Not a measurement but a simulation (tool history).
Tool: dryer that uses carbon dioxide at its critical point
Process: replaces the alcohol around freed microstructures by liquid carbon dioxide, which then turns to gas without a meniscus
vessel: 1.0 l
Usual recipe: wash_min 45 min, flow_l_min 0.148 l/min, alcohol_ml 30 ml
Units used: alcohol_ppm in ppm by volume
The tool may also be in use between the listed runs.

run	hour	wash_min	flow_l_min	alcohol_ml	alcohol_ppm
1	0	45	0.148	30	301
2	5.6	45	0.148	30	301
3	12.1	45	0.148	30	309
4	17.8	45	0.148	30	313
5	22.9	45	0.148	30	309
6	33.4	45	0.148	30	324
7	40.6	45	0.148	41	420
8	47.6	45	0.148	41	422
9	54.8	45	0.148	43	459
10	60.8	45	0.148	43	440
11	65.3	45	0.148	39	436
# hour 73.9: inlet filter changed
12	74	45	0.148	39	254
13	82.9	45	0.148	39	265
14	92.6	45	0.148	30	222
15	97.5	45	0.148	30	226
16	103.9	45	0.148	30	219
17	111	45	0.148	30	230
18	116.4	45	0.148	30	226
19	126.2	45	0.148	30	239
20	133.5	45	0.148	30	232
21	142.5	66	0.148	30	81
22	147.3	45	0.148	44	321
23	153.6	45	0.148	30	254
24	160.4	33	0.109	27	1735
25	170.7	67	0.146	20	83
26	177	45	0.21	30	95
27	186.2	35	0.183	31	340
28	191.3	35	0.183	31	344
29	195.7	45	0.148	113	838
30	205	45	0.148	113	860
31	215	57	0.148	92	253
32	223.6	45	0.107	57	1579
33	232.9	57	0.103	30	441
34	239.8	57	0.103	30	447
35	245.5	46	0.11	30	756
36	251.2	49	0.163	51	227
37	256.2	59	0.163	51	120
38	266.2	59	0.207	56	91
39	273.6	29	0.117	56	4826
40	282.5	41	0.148	56	772
41	288.9	27	0.148	56	3355
42	298.1	64	0.11	43	331
43	303.8	65	0.189	64	90
44	314.1	28	0.148	77	4096
45	323	45	0.1	79	3182
46	330.2	45	0.1	79	3156

4 ways to go on from here, each from the tool as it stands after run 46. What would each give?
A	339.3	40	0.187	27	?
B	339.3	45	0.124	77	?
C	339.3	45	0.1	24	?
D	339.3	48	0.118	30	?

run	alcohol_ppm
A	247
B	1599
C	1037
D	656
Without the tool's unlogged condition, the same runs would have read:
run	alcohol_ppm
A	87
B	904
C	625
D	341

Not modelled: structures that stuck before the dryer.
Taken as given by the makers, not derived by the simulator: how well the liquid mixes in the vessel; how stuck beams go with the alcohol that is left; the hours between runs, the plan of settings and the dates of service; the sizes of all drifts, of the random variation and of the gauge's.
